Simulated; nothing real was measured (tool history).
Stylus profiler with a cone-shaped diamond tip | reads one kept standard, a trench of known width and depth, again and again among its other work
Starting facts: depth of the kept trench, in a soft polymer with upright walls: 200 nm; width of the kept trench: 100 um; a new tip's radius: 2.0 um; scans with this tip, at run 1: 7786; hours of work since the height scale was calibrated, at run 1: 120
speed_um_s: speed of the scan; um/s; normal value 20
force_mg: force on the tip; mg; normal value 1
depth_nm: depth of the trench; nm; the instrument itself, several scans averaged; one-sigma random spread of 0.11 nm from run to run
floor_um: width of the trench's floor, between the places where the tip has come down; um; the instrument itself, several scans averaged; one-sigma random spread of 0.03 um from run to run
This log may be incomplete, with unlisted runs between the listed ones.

| run | day | speed_um_s | force_mg | scans with this tip | hours of work since the height scale was calibrated | depth_nm | floor_um |
|---|---|---|---|---|---|---|---|
| 1 | 0 | 20 | 1 | 7786 | 120 | 201.62 | 97.7 |
| 2 | 2.642 | 20 | 1 | 7923 | 151 | 201.46 | 97.79 |
| 3 | 5.142 | 20 | 1 | 8052 | 180 | 201.34 | 97.82 |
| 4 | 8.254 | 20 | 1 | 8213 | 217 | 201.41 | 97.79 |
| 5 | 11.879 | 20 | 1 | 8401 | 259 | 201.24 | 97.76 |
| 6 | 15.108 | 20 | 1 | 8568 | 296 | 201.31 | 97.76 |
| 7 | 17.771 | 20 | 1 | 8706 | 327 | 201.28 | 97.78 |
| 8 | 20.05 | 20 | 1 | 8824 | 354 | 201.36 | 97.73 |
| 9 | 22.479 | 50 | 1 | 8949 | 382 | 201.12 | 97.44 |
| 10 | 25.729 | 50 | 1 | 9118 | 420 | 201.34 | 97.48 |
| 11 | 29.183 | 20 | 0.96 | 9296 | 460 | 201.05 | 97.68 |
| 12 | 31.3 | 20 | 1 | 9406 | 485 | 201.23 | 97.69 |
| 13 | 33.512 | 39 | 1 | 9520 | 511 | 201.11 | 97.54 |
| 14 | 36.088 | 39 | 1 | 9654 | 541 | 201.22 | 97.45 |
| 15 | 39.117 | 20 | 0.9 | 9810 | 576 | 201 | 97.72 |
| 16 | 41.517 | 20 | 0.9 | 9934 | 604 | 200.8 | 97.64 |
| 17 | 43.783 | 20 | 1 | 10052 | 631 | 201.08 | 97.69 |
| 18 | 45.779 | 20 | 1 | 10155 | 654 | 200.95 | 97.72 |
| 19 | 48.783 | 20 | 0.94 | 10310 | 689 | 200.84 | 97.63 |
| 20 | 50.354 | 20 | 0.94 | 10392 | 707 | 200.89 | 97.65 |
| 21 | 52.771 | 20 | 0.94 | 10517 | 735 | 201.08 | 97.68 |
| 22 | 55.671 | 20 | 0.94 | 10667 | 769 | 200.93 | 97.63 |
| 23 | 58.7 | 20 | 0.94 | 10824 | 804 | 200.88 | 97.65 |
| 24 | 60.85 | 20 | 0.37 | 10935 | 830 | 200.07 | 97.48 |
| 25 | 64.292 | 18 | 0.56 | 11113 | 870 | 200.43 | 97.58 |
| 26 | 66.088 | 18 | 0.44 | 11206 | 891 | 200.27 | 97.6 |
| 27 | 69.204 | 20 | 1.14 | 11367 | 927 | 201 | 97.64 |
|  | 69.417 | height scale calibrated on a step standard |
| 28 | 72.462 | 7 | 2.43 | 11535 | 36 | 201.8 | 97.76 |
| 29 | 75.771 | 17 | 0.92 | 11706 | 74 | 200.4 | 97.65 |
| 30 | 78.525 | 9 | 0.45 | 11849 | 106 | 200.06 | 97.71 |
| 31 | 81.529 | 9 | 0.45 | 12004 | 141 | 200.06 | 97.72 |
|  | 84.129 | height scale calibrated on a step standard, once more |
| 32 | 84.129 | 9 | 0.45 | 12138 | 0 | 200.8 | 97.72 |
| 33 | 87.708 | 30 | 0.44 | 12323 | 42 | 200.88 | 97.38 |
| 34 | 89.65 | 16 | 0.44 | 12423 | 64 | 200.66 | 97.55 |
| 35 | 91.825 | 20 | 2.48 | 12536 | 90 | 202.76 | 97.63 |
| 36 | 94.746 | 29 | 2.07 | 12687 | 124 | 202.32 | 97.53 |
| 37 | 97.554 | 29 | 2.08 | 12832 | 156 | 202.17 | 97.63 |
| 38 | 99.75 | 27 | 0.82 | 12946 | 182 | 201.18 | 97.51 |
| 39 | 103.421 | 68 | 1.31 | 13136 | 225 | 201.63 | 97.16 |
| 40 | 106.879 | 6 | 0.34 | 13315 | 265 | 200.5 | 97.67 |
| 41 | 108.875 | 11 | 1.04 | 13418 | 288 | 201.13 | 97.62 |
| 42 | 112.442 | 38 | 0.83 | 13603 | 330 | 201.13 | 97.35 |
| 43 | 114.579 | 38 | 0.83 | 13713 | 355 | 201.08 | 97.36 |
| 44 | 117.883 | 20 | 1.57 | 13884 | 393 | 201.59 | 97.61 |
| 45 | 120.888 | 29 | 1.5 | 14040 | 428 | 201.68 | 97.51 |
| 46 | 123.921 | 12 | 1.5 | 14197 | 464 | 201.52 | 97.65 |
| 47 | 127.05 | 8 | 2.17 | 14359 | 500 | 201.95 | 97.64 |

3 options for the next run, each taken on its own from the tool as it stands now. Forecast them:
| A | 130.762 | 9 | 1.99 | 14551 | 544 | ? | ? |
| B | 130.762 | 9 | 1 | 14551 | 544 | ? | ? |
| C | 130.762 | 13 | 2.42 | 14551 | 544 | ? | ? |

| run | depth_nm | floor_um |
|---|---|---|
| A | 201.89 | 97.63 |
| B | 200.92 | 97.65 |
| C | 202.29 | 97.66 |
Take away the tool's hidden state, keep each run's random variation, and the runs would have read:
| run | depth_nm | floor_um |
|---|---|---|
| A | 202.33 | 98.17 |
| B | 201.35 | 98.19 |
| C | 202.73 | 98.21 |
